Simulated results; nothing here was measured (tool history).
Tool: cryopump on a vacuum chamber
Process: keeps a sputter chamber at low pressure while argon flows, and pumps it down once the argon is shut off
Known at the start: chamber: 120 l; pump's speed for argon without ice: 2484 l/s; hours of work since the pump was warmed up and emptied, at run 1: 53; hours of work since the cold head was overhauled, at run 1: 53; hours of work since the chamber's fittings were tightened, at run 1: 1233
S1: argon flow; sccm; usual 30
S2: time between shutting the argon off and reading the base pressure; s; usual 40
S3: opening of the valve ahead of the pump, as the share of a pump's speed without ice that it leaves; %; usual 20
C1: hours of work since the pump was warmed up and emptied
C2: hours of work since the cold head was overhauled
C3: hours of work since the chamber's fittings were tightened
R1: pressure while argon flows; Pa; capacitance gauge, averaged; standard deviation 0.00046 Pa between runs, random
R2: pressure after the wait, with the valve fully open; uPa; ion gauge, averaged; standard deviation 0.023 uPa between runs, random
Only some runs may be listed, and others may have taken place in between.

| run | hour | S1 | S2 | S3 | C1 | C2 | C3 | R1 | R2 |
|---|---|---|---|---|---|---|---|---|---|
| 1 | 0.0 | 30 | 40 | 20 | 53 | 53 | 1233 | 0.1032 | 1.34 |
| 2 | 34.8 | 30 | 61 | 20 | 75 | 75 | 1255 | 0.1026 | 1.10 |
| 3 | 53.3 | 30 | 61 | 20 | 87 | 87 | 1266 | 0.1037 | 1.09 |
| 4 | 72.3 | 30 | 104 | 20 | 99 | 99 | 1278 | 0.1034 | 0.92 |
| 5 | 91.8 | 34 | 40 | 20 | 111 | 111 | 1291 | 0.1177 | 1.33 |
| 6 | 122.9 | 34 | 40 | 20 | 130 | 130 | 1310 | 0.1169 | 1.35 |
| 7 | 152.7 | 30 | 40 | 49 | 149 | 149 | 1329 | 0.0434 | 1.35 |
| 8 | 170.4 | 30 | 40 | 49 | 161 | 161 | 1340 | 0.0433 | 1.39 |
| 9 | 199.0 | 30 | 40 | 49 | 179 | 179 | 1358 | 0.0446 | 1.39 |
| 10 | 228.6 | 30 | 40 | 20 | 197 | 197 | 1377 | 0.1045 | 1.41 |
| 11 | 262.9 | 30 | 40 | 20 | 219 | 219 | 1399 | 0.1049 | 1.44 |
| 12 | 282.3 | 30 | 24 | 20 | 231 | 231 | 1411 | 0.1049 | 1.86 |
| 13 | 300.3 | 30 | 24 | 20 | 243 | 243 | 1422 | 0.1051 | 1.92 |
| 14 | 316.1 | 30 | 40 | 20 | 252 | 252 | 1432 | 0.1048 | 1.50 |
| 15 | 337.4 | 30 | 40 | 20 | 266 | 266 | 1446 | 0.1049 | 1.51 |
| 16 | 353.7 | 30 | 40 | 20 | 276 | 276 | 1456 | 0.1046 | 1.48 |
| 17 | 377.8 | 30 | 40 | 20 | 291 | 291 | 1471 | 0.1051 | 1.52 |
| 18 | 400.8 | 30 | 40 | 20 | 306 | 306 | 1486 | 0.1051 | 1.50 |
| 19 | 421.7 | 29 | 22 | 53 | 319 | 319 | 1499 | 0.0415 | 2.10 |
| 20 | 444.8 | 46 | 51 | 51 | 334 | 334 | 1514 | 0.0670 | 1.42 |
| 21 | 465.9 | 46 | 51 | 51 | 347 | 347 | 1527 | 0.0677 | 1.48 |
| 22 | 485.3 | 46 | 51 | 51 | 359 | 359 | 1539 | 0.0681 | 1.43 |
| 23 | 520.9 | 37 | 27 | 30 | 382 | 382 | 1562 | 0.0893 | 1.82 |
| 24 | 548.8 | 37 | 27 | 30 | 399 | 399 | 1579 | 0.0904 | 1.89 |
| 25 | 586.2 | 14 | 27 | 55 | 423 | 423 | 1603 | 0.0195 | 1.96 |
| 26 | 612.6 | 14 | 27 | 55 | 440 | 440 | 1620 | 0.0196 | 1.95 |
|  | 638.5 | leaking fittings of the chamber tightened, without venting |
| 27 | 646.1 | 14 | 27 | 55 | 460 | 460 | 5 | 0.0203 | 1.12 |
| 28 | 680.3 | 30 | 33 | 32 | 481 | 481 | 26 | 0.0693 | 1.00 |
| 29 | 713.5 | 27 | 40 | 19 | 502 | 502 | 47 | 0.1028 | 0.83 |
| 30 | 747.5 | 55 | 29 | 31 | 524 | 524 | 69 | 0.1324 | 1.08 |
| 31 | 766.3 | 13 | 45 | 27 | 535 | 535 | 81 | 0.0359 | 0.78 |
| 32 | 791.1 | 17 | 27 | 27 | 551 | 551 | 96 | 0.0472 | 1.19 |
| 33 | 818.6 | 12 | 36 | 29 | 569 | 569 | 114 | 0.0310 | 0.98 |
| 34 | 853.6 | 12 | 86 | 29 | 591 | 591 | 136 | 0.0314 | 0.62 |
| 35 | 872.9 | 19 | 86 | 29 | 603 | 603 | 148 | 0.0493 | 0.55 |

How would selected steps in R1 from run to run divide? Give the signed amount a tool lacking its hidden state would still show from settings, what came in and random variation, and the signed amount left for the hidden state, including any gauge scatter that is not in both of the compared results.
Hidden state present: pump's speed, % of a pump's without ice; cold plate's temperature, K; leak into the chamber, uPa l/s; drift of the gauge itself on working_pa, %; drift of the gauge itself on base_upa, %.
Run 6 -> 7: S1 34 -> 30, S3 20 -> 49. R1 -0.0735 Pa: hidden state +0.0000, all else -0.0735.
Run 24 -> 25: S1 37 -> 14, S3 30 -> 55. R1 -0.0709 Pa: hidden state -0.0035, all else -0.0674.
Run 29 -> 30: S1 27 -> 55, S2 40 -> 29, S3 19 -> 31. R1 +0.0296 Pa: hidden state +0.0063, all else +0.0233.
Run 30 -> 31: S1 55 -> 13, S2 29 -> 45, S3 31 -> 27. R1 -0.0965 Pa: hidden state -0.0090, all else -0.0875.
